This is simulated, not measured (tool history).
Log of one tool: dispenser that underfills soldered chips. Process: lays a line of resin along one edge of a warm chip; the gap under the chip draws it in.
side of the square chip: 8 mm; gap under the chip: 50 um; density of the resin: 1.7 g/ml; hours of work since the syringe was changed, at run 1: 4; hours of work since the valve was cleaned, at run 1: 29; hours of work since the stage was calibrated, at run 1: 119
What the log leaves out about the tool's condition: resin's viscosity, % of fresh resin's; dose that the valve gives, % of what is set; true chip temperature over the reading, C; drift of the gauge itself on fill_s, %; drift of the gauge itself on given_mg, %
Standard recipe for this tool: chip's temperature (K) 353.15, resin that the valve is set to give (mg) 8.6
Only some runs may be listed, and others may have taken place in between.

run,hour,chip's temperature (K),resin that the valve is set to give (mg),hours of work since the syringe was changed,hours of work since the valve was cleaned,hours of work since the stage was calibrated,time until the resin shows at the far edge (s),resin that the valve gave (mg)
1,0,353.15,8.6,4,29,119,40.2,8.52
# hour 11.1: new syringe of resin
2,11.4,353.15,8.6,0,37,128,38.3,8.46
3,18.9,353.15,8.6,6,43,134,44.8,8.43
# hour 27.3: new syringe of resin
4,28.2,353.15,8.6,1,50,140,37.3,8.39
5,41.8,353.15,8.6,11,60,151,52.6,8.35
# hour 42.7: new syringe of resin
# hour 52.4: dispensing valve cleaned and set on the balance
6,53.2,341.15,8.6,7,1,158,85.6,8.61
# hour 59.3: new syringe of resin
7,59.8,341.15,8.6,0,5,163,70.3,8.62
8,68.4,353.15,8.6,7,12,170,45.1,8.57
# hour 74.4: new syringe of resin
9,80.9,353.15,8.6,5,21,179,41.8,8.55
# hour 89.7: new syringe of resin
10,91.7,353.15,8.6,2,29,187,38.8,8.52
# hour 105.1: new syringe of resin
11,105.7,353.15,8.6,0,40,197,37,8.46
12,113.5,353.15,8.6,6,46,203,45.5,8.44
13,119.9,353.15,8.6,11,50,208,53.4,8.43
# hour 121.2: new syringe of resin
14,129.9,353.15,8.6,7,58,216,45.9,8.39
# hour 136.7: new syringe of resin
15,138,353.15,8.6,1,64,222,37.7,8.37
# hour 143.3: dispensing valve cleaned and set on the balance
16,144.8,353.15,8.6,5,1,226,43,8.6
17,151.6,353.15,8.6,11,6,231,50.2,8.56
# hour 153.1: new syringe of resin
18,159.4,353.15,8.6,5,12,237,43.3,8.57
# hour 168.8: new syringe of resin
19,168.9,345.15,11.15,0,19,244,54.6,11.06
20,177.8,365.15,8.99,7,26,251,26.1,8.93
# hour 185: new syringe of resin
21,189.2,353.15,10.35,3,34,259,39.3,10.23
22,197.3,362.15,8.6,9,40,265,31.6,8.44
# hour 200.5: new syringe of resin
23,203.6,362.15,9.66,2,45,270,24.9,9.47
24,210.7,362.15,9.66,8,50,275,29.3,9.45
# hour 215.7: new syringe of resin
25,219.5,357.15,8.25,3,57,282,31.8,8.06
26,228.6,361.15,7.9,10,64,289,34,7.67
# hour 231.2: new syringe of resin
# hour 233.8: dispensing valve cleaned and set on the balance
27,238.7,362.15,7.9,5,4,295,28,7.93
28,244.9,357.15,8.34,10,8,300,40.1,8.32
# hour 247.8: new syringe of resin
29,256.7,357.15,8.34,7,17,309,36.3,8.32
# hour 263: new syringe of resin
30,267.9,366.15,10.89,4,25,317,20.9,10.81
31,277.5,366.15,10.89,11,33,324,26.1,10.74
# hour 278.7: new syringe of resin
32,287.3,366.15,10.89,7,40,332,23.3,10.72
# hour 294.3: new syringe of resin
33,299.8,344.15,10.24,4,49,341,63.4,10.07
# hour 310.1: new syringe of resin
34,314.2,344.15,10.24,3,60,352,60.1,10.01
35,320.2,340.15,7.53,8,65,356,89.4,7.36
# hour 324.1: dispensing valve cleaned and set on the balance
# hour 326.9: new syringe of resin
36,327.3,357.15,7.75,0,2,361,31.2,7.71

Branching from run 36: 3 alternative next runs. What would each branch give?
A,336.7,363.15,8.3,7,9,368,?,?
B,336.7,353.15,8.6,7,9,368,?,?
C,336.7,353.15,8.14,7,9,368,?,?

run,time until the resin shows at the far edge (s),resin that the valve gave (mg)
A,27.8,8.24
B,45.5,8.53
C,45.2,8.03
With the hidden condition removed and each run's random variation left untouched, the same runs would have given:
run,time until the resin shows at the far edge (s),resin that the valve gave (mg)
A,23.3,8.32
B,38.3,8.61
C,38,8.11
